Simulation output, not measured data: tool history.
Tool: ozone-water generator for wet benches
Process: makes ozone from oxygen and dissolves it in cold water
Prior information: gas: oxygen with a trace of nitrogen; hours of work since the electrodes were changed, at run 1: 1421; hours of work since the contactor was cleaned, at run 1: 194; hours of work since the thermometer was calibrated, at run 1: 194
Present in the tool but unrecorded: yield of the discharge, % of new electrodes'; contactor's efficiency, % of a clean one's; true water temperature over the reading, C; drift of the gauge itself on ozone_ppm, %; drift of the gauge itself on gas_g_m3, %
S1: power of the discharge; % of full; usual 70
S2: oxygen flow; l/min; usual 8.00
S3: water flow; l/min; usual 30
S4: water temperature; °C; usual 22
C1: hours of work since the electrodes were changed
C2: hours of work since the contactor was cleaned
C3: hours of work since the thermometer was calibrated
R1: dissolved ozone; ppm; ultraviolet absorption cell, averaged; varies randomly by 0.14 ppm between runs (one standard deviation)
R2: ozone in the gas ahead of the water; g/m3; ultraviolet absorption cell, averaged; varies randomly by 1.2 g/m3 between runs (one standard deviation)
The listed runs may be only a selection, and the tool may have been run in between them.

Run 1, hour 0.0: usual settings; C1 1421; C2 194; C3 194. Result: R1 16.1 ppm, R2 217.1 g/m3.
Run 2, hour 40.2: usual settings but S3 48 l/min; C1 1461; C2 234; C3 234. Result: R1 10.8 ppm, R2 216.6 g/m3.
Run 3, hour 90.0: usual settings but S3 48 l/min; C1 1510; C2 284; C3 284. Result: R1 10.6 ppm, R2 217.0 g/m3.
Run 4, hour 131.5: usual settings but S3 48 l/min; C1 1552; C2 325; C3 325. Result: R1 10.6 ppm, R2 215.0 g/m3.
Run 5, hour 159.7: usual settings; C1 1580; C2 353; C3 353. Result: R1 16.1 ppm, R2 217.5 g/m3.
Run 6, hour 190.7: usual settings; C1 1611; C2 384; C3 384. Result: R1 16.1 ppm, R2 214.8 g/m3.
Run 7, hour 228.5: usual settings; C1 1649; C2 422; C3 422. Result: R1 16.4 ppm, R2 215.4 g/m3.
Run 8, hour 253.5: usual settings; C1 1674; C2 447; C3 447. Result: R1 16.2 ppm, R2 217.1 g/m3.
Run 9, hour 281.2: usual settings; C1 1701; C2 474; C3 474. Result: R1 16.1 ppm, R2 215.1 g/m3.
Run 10, hour 330.1: usual settings; C1 1750; C2 523; C3 523. Result: R1 16.3 ppm, R2 216.1 g/m3.
Run 11, hour 380.0: usual settings; C1 1800; C2 573; C3 573. Result: R1 16.1 ppm, R2 217.9 g/m3.
Run 12, hour 416.9: usual settings; C1 1837; C2 610; C3 610. Result: R1 16.1 ppm, R2 213.3 g/m3.
Run 13, hour 448.3: usual settings but S2 4.60 l/min; C1 1868; C2 641; C3 641. Result: R1 17.1 ppm, R2 313.3 g/m3.
Run 14, hour 492.4: usual settings; C1 1912; C2 685; C3 685. Result: R1 15.9 ppm, R2 215.4 g/m3.
Run 15, hour 524.2: usual settings; C1 1944; C2 717; C3 717. Result: R1 16.3 ppm, R2 213.8 g/m3.
Run 16, hour 551.1: usual settings; C1 1971; C2 744; C3 744. Result: R1 16.2 ppm, R2 215.5 g/m3.
Run 17, hour 597.6: usual settings but S4 25 °C; C1 2017; C2 790; C3 790. Result: R1 15.2 ppm, R2 213.4 g/m3.
Run 18, hour 650.9: usual settings but S2 5.85 l/min, S3 44 l/min; C1 2070; C2 843; C3 843. Result: R1 11.5 ppm, R2 268.8 g/m3.
Run 19, hour 704.8: usual settings but S1 98 % of full, S2 5.85 l/min, S3 44 l/min, S4 24 °C; C1 2124; C2 897; C3 897. Result: R1 14.3 ppm, R2 336.1 g/m3.
Run 20, hour 734.4: usual settings but S1 60 % of full, S2 9.39 l/min, S3 41 l/min, S4 26 °C; C1 2154; C2 927; C3 927. Result: R1 10.0 ppm, R2 170.6 g/m3.
Run 21, hour 779.1: usual settings but S1 99 % of full, S2 12.50 l/min, S3 32 l/min; C1 2198; C2 971; C3 971. Result: R1 17.6 ppm, R2 201.0 g/m3.
At hour 788.1: contactor cleaned.
Run 22, hour 826.7: usual settings but S2 12.50 l/min, S3 32 l/min; C1 2242; C2 39; C3 1015. Result: R1 13.8 ppm, R2 158.0 g/m3.
Run 23, hour 875.9: usual settings but S1 51 % of full, S2 12.50 l/min, S3 42 l/min; C1 2291; C2 88; C3 1064. Result: R1 8.7 ppm, R2 124.3 g/m3.
Run 24, hour 922.5: usual settings but S1 66 % of full; C1 2337; C2 134; C3 1110. Result: R1 15.2 ppm, R2 205.3 g/m3.
At hour 930.3: contactor cleaned, once more.
Run 25, hour 948.5: usual settings but S1 66 % of full; C1 2359; C2 18; C3 1132. Result: R1 15.8 ppm, R2 203.6 g/m3.
Run 26, hour 1001.7: usual settings but S1 66 % of full; C1 2412; C2 71; C3 1185. Result: R1 15.5 ppm, R2 203.7 g/m3.
Run 27, hour 1040.5: usual settings but S1 55 % of full, S2 4.11 l/min, S4 30 °C; C1 2451; C2 110; C3 1224. Result: R1 13.1 ppm, R2 280.5 g/m3.
Run 28, hour 1091.2: usual settings but S1 40 % of full, S2 5.14 l/min, S3 18 l/min; C1 2502; C2 161; C3 1275. Result: R1 17.3 ppm, R2 191.6 g/m3.
Run 29, hour 1135.0: usual settings but S2 5.81 l/min; C1 2545; C2 204; C3 1318. Result: R1 16.7 ppm, R2 266.0 g/m3.
Run 30, hour 1179.8: usual settings but S1 62 % of full, S2 6.47 l/min, S3 41 l/min, S4 24 °C; C1 2590; C2 249; C3 1363. Result: R1 11.3 ppm, R2 225.9 g/m3.
Run 31, hour 1202.9: usual settings but S1 77 % of full; C1 2613; C2 272; C3 1386. Result: R1 17.4 ppm, R2 228.2 g/m3.
Run 32, hour 1239.9: usual settings but S1 77 % of full, S3 28 l/min, S4 20 °C; C1 2650; C2 309; C3 1423. Result: R1 18.6 ppm, R2 225.4 g/m3.
Run 33, hour 1292.3: usual settings but S1 77 % of full, S3 28 l/min, S4 20 °C; C1 2702; C2 361; C3 1475. Result: R1 19.0 ppm, R2 227.6 g/m3.

Pick out some run-to-run changes in R1. Of each, how much would a tool without hidden state show as well, from the settings, what came in and chance, and how much is left for the hidden state and any gauge scatter not in both results compared?
Run 19 -> 20: S1 98 -> 60, S2 5.85 -> 9.39, S3 44 -> 41, S4 24 -> 26. R1 -4.3 ppm: hidden state +0.5, all else -4.8.
Run 20 -> 21: S1 60 -> 99, S2 9.39 -> 12.50, S3 41 -> 32, S4 26 -> 22. R1 +7.6 ppm: hidden state -0.8, all else +8.4.
Run 21 -> 22: S1 99 -> 70, contactor cleaned. R1 -3.8 ppm: hidden state +0.5, all else -4.3.
Run 23 -> 24: S1 51 -> 66, S2 12.50 -> 8.00, S3 42 -> 30. R1 +6.5 ppm: hidden state -0.5, all else +7.0.
Run 30 -> 31: S1 62 -> 77, S2 6.47 -> 8.00, S3 41 -> 30, S4 24 -> 22. R1 +6.1 ppm: hidden state -0.5, all else +6.6.
